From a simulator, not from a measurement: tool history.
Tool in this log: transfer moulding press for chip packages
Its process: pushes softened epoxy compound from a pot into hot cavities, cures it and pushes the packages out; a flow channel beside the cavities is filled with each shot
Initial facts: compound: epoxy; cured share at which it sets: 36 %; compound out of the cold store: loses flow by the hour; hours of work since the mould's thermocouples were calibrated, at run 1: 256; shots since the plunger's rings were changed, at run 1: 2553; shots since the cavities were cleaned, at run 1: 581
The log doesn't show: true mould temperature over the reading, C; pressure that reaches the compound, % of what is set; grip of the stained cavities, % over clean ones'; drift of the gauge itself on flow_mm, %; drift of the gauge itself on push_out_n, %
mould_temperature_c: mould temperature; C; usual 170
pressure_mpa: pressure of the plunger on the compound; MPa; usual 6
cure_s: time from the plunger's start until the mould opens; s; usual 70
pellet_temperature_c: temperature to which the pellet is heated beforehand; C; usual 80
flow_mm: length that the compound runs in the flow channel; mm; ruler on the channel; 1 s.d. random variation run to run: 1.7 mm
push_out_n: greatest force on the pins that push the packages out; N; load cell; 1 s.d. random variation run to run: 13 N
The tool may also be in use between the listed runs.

| run | hour | mould_temperature_c | pressure_mpa | cure_s | pellet_temperature_c | hours of work since the mould's thermocouples were calibrated | shots since the plunger's rings were changed | shots since the cavities were cleaned | incoming compound's hours out of the cold store | flow_mm | push_out_n |
|---|---|---|---|---|---|---|---|---|---|---|---|
| 1 | 0 | 170 | 6 | 70 | 80 | 256 | 2553 | 581 | 47.9 | 458 | 1120 |
|  | 13.9 | plunger's sealing rings changed |
|  | 43.6 | cavities cleaned with cleaning compound and waxed |
| 2 | 61.3 | 170 | 6 | 70 | 80 | 281 | 471 | 182 | 14 | 550 | 850 |
| 3 | 130.9 | 170 | 6 | 70 | 80 | 311 | 1187 | 898 | 15.5 | 541 | 1217 |
|  | 147.9 | cavities cleaned with cleaning compound and waxed |
| 4 | 167.8 | 170 | 6 | 70 | 80 | 327 | 1550 | 204 | 36.7 | 489 | 860 |
| 5 | 241.9 | 170 | 6 | 70 | 80 | 359 | 2311 | 965 | 25 | 508 | 1222 |
|  | 250.4 | cavities cleaned with cleaning compound and waxed |
|  | 282.8 | plunger's sealing rings changed |
| 6 | 308.7 | 170 | 6 | 70 | 81 | 387 | 267 | 574 | 14.3 | 551 | 1165 |
| 7 | 345.2 | 170 | 6 | 70 | 71 | 403 | 642 | 949 | 31.8 | 509 | 1269 |
|  | 351.5 | cavities cleaned with cleaning compound and waxed |
| 8 | 414 | 170 | 6 | 63 | 80 | 432 | 1333 | 642 | 24.8 | 516 | 1438 |
|  | 452.1 | cavities cleaned with cleaning compound and waxed |
| 9 | 492.7 | 170 | 6 | 63 | 80 | 466 | 2126 | 416 | 46.8 | 464 | 1167 |
|  | 547.6 | plunger's sealing rings changed |
|  | 556 | cavities cleaned with cleaning compound and waxed |
| 10 | 571.7 | 170 | 6 | 63 | 80 | 499 | 232 | 161 | 14.7 | 548 | 1122 |
| 11 | 604.3 | 170 | 6 | 63 | 80 | 513 | 567 | 496 | 14.6 | 545 | 1459 |
|  | 654.5 | cavities cleaned with cleaning compound and waxed |
| 12 | 683.4 | 175 | 6 | 70 | 80 | 547 | 1364 | 297 | 14.8 | 532 | 770 |
| 13 | 744 | 175 | 6 | 70 | 88 | 574 | 1986 | 919 | 25.4 | 500 | 935 |
|  | 753.5 | cavities cleaned with cleaning compound and waxed |
| 14 | 784.3 | 170 | 5.49 | 70 | 80 | 591 | 2385 | 316 | 31.2 | 473 | 927 |
|  | 816.6 | plunger's sealing rings changed |
| 15 | 841 | 170 | 5.49 | 70 | 80 | 614 | 250 | 873 | 40.8 | 467 | 1118 |
|  | 858.8 | cavities cleaned with cleaning compound and waxed |
| 16 | 891.8 | 171 | 5.49 | 109 | 80 | 636 | 757 | 340 | 23.9 | 500 | 674 |
| 17 | 944.1 | 169 | 5.24 | 93 | 87 | 659 | 1294 | 877 | 14.5 | 508 | 839 |
|  | 951.3 | mould's thermocouples calibrated |
|  | 962.4 | cavities cleaned with cleaning compound and waxed |
| 18 | 1001.7 | 163 | 5.94 | 70 | 74 | 21 | 1850 | 403 | 13.8 | 551 | 1753 |
| 19 | 1034.8 | 163 | 5.94 | 70 | 74 | 36 | 2190 | 743 | 34.3 | 500 | 1839 |
|  | 1064.1 | cavities cleaned with cleaning compound and waxed |
|  | 1077.9 | mould's thermocouples calibrated, once more |
|  | 1087.4 | plunger's sealing rings changed |
| 20 | 1111.2 | 163 | 5.94 | 70 | 74 | 13 | 244 | 438 | 38 | 506 | 1531 |
|  | 1169.1 | cavities cleaned with cleaning compound and waxed |
| 21 | 1175.2 | 163 | 7.03 | 57 | 76 | 41 | 886 | 62 | 26.8 | 571 | 1863 |
| 22 | 1209.3 | 163 | 7.03 | 57 | 76 | 56 | 1237 | 413 | 38.5 | 540 | 2659 |
| 23 | 1259.4 | 164 | 6.66 | 70 | 81 | 78 | 1751 | 927 | 26.8 | 546 | 1722 |
|  | 1268 | cavities cleaned with cleaning compound and waxed |
| 24 | 1298.6 | 164 | 6.35 | 70 | 83 | 94 | 2139 | 315 | 25.4 | 531 | 1430 |

The next listed run, before its measurement:
|  | 1351 | plunger's sealing rings changed |
|  | 1373.9 | cavities cleaned with cleaning compound and waxed |
| 25 | 1374.4 | 170 | 5.84 | 65 | 74 | 126 | 225 | 4 | 40.6 | ? | ? |

Logged for run 25: flow_mm 484 mm, push_out_n 752 N.
Were there no unlogged condition in the tool, this run, its random variation unchanged, would have produced flow_mm 486 mm, push_out_n 737 N.

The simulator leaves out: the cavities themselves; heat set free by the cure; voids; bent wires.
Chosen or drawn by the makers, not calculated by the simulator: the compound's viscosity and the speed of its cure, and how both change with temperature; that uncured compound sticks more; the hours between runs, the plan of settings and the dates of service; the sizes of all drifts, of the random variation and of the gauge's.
